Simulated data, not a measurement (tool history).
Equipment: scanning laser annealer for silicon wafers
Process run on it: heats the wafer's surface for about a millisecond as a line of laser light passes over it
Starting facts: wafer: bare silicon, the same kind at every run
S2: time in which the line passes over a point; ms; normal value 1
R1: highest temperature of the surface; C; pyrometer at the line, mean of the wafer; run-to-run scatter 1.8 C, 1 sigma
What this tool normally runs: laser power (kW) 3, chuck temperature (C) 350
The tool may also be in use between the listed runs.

Run 1, hour 0: usual settings. Result: R1 1051 C.
Run 2, hour 3.8: usual settings. Result: R1 1048 C.
Run 3, hour 13.1: usual settings. Result: R1 1049 C.
Run 4, hour 17.7: usual settings but S2 0.82 ms. Result: R1 977 C.
Run 5, hour 23.5: usual settings but S2 0.82 ms. Result: R1 978 C.
Run 6, hour 31.3: usual settings but S2 0.82 ms. Result: R1 977 C.
Run 7, hour 38.2: usual settings but S2 0.82 ms. Result: R1 980 C.
Run 8, hour 44.2: usual settings but laser power (kW) 2.658. Result: R1 965 C.
Run 9, hour 51.1: usual settings but laser power (kW) 2.658. Result: R1 965 C.
Run 10, hour 55.1: usual settings but laser power (kW) 2.658. Result: R1 968 C.
Run 11, hour 64.3: usual settings but laser power (kW) 2.658. Result: R1 965 C.
Run 12, hour 69.5: usual settings but laser power (kW) 2.658, S2 1.09 ms. Result: R1 995 C.
Run 13, hour 77.5: usual settings but laser power (kW) 2.658, S2 1.09 ms. Result: R1 995 C.
Run 14, hour 84.3: usual settings but laser power (kW) 2.658, S2 1.09 ms. Result: R1 992 C.
Run 15, hour 93.6: usual settings but laser power (kW) 2.658, S2 1.09 ms. Result: R1 994 C.
Run 16, hour 102.3: usual settings but laser power (kW) 2.658, S2 1.09 ms. Result: R1 992 C.
Run 17, hour 109.8: usual settings but laser power (kW) 2.658, S2 1.09 ms, chuck temperature (C) 340. Result: R1 982 C.
Run 18, hour 117.1: usual settings but chuck temperature (C) 328. Result: R1 1025 C.
Run 19, hour 125.5: usual settings but chuck temperature (C) 328. Result: R1 1027 C.
Run 20, hour 134.2: usual settings but chuck temperature (C) 328. Result: R1 1027 C.
Run 21, hour 142.9: usual settings but chuck temperature (C) 328. Result: R1 1028 C.
Run 22, hour 148.7: usual settings but laser power (kW) 3.02, S2 0.92 ms, chuck temperature (C) 387. Result: R1 1061 C.
Run 23, hour 155.1: usual settings but laser power (kW) 2.614, S2 0.92 ms, chuck temperature (C) 369. Result: R1 946 C.
Run 24, hour 160.2: usual settings but laser power (kW) 2.654, S2 1.1 ms, chuck temperature (C) 367. Result: R1 1014 C.
Run 25, hour 166: usual settings but laser power (kW) 2.843, chuck temperature (C) 319. Result: R1 974 C.
Run 26, hour 170.3: usual settings but laser power (kW) 2.843, chuck temperature (C) 376. Result: R1 1039 C.
Run 27, hour 177.8: usual settings but laser power (kW) 2.836, S2 0.73 ms, chuck temperature (C) 381. Result: R1 937 C.
Run 28, hour 187: usual settings but laser power (kW) 2.836, S2 0.73 ms, chuck temperature (C) 327. Result: R1 883 C.
Run 29, hour 192.1: usual settings but laser power (kW) 2.99, chuck temperature (C) 355. Result: R1 1055 C.
Run 30, hour 200.2: usual settings but S2 0.96 ms, chuck temperature (C) 387. Result: R1 1068 C.
Run 31, hour 206.4: usual settings but laser power (kW) 2.618, S2 0.96 ms, chuck temperature (C) 316. Result: R1 906 C.
Run 32, hour 212.9: usual settings but laser power (kW) 2.618, S2 0.96 ms, chuck temperature (C) 316. Result: R1 911 C.

For run 33, what comes out?
Run 33, hour 218.1: usual settings but S2 0.75 ms, chuck temperature (C) 389. Result: R1 ?.

Run 33 yielded R1 984 C.
If the tool had no hidden condition, the same run with the same run-to-run variation would have returned R1 986 C.
